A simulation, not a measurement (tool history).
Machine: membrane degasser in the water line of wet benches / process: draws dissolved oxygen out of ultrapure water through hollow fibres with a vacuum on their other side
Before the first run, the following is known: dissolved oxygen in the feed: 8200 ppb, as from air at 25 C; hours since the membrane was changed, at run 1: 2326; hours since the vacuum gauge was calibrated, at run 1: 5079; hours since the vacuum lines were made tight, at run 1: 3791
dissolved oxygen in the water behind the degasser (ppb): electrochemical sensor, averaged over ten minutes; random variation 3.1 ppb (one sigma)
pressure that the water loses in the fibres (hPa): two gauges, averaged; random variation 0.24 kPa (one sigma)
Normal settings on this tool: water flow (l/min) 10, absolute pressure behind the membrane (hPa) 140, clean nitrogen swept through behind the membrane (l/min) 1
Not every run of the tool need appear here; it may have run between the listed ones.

run,hour,water flow (l/min),absolute pressure behind the membrane (hPa),clean nitrogen swept through behind the membrane (l/min),hours since the membrane was changed,hours since the vacuum gauge was calibrated,hours since the vacuum lines were made tight,dissolved oxygen in the water behind the degasser (ppb),pressure that the water loses in the fibres (hPa)
1,0,10,140,1,2326,5079,3791,333.6,643.6
2,92.3,10,330,1,2419,5171,3884,743.4,645.3
3,221,10,161,1,2547,5300,4012,380.4,649.2
# hour 356.4: seals of the vacuum lines changed
4,386.7,10,140,1,2711,5463,30,321.1,647.5
5,460.1,10,140,1,2785,5537,104,320.8,647.4
6,580.1,7,84,0.57,2905,5657,224,167.3,456.2

Expected results for the next run?
7,666.7,8,90,1.26,2991,5743,310,?,?

Run 7 came out at dissolved oxygen in the water behind the degasser (ppb) 118.2, pressure that the water loses in the fibres (hPa) 518.6.
The same run, on a tool lacking any hidden state, would have yielded dissolved oxygen in the water behind the degasser (ppb) 112.5, pressure that the water loses in the fibres (hPa) 508.2.
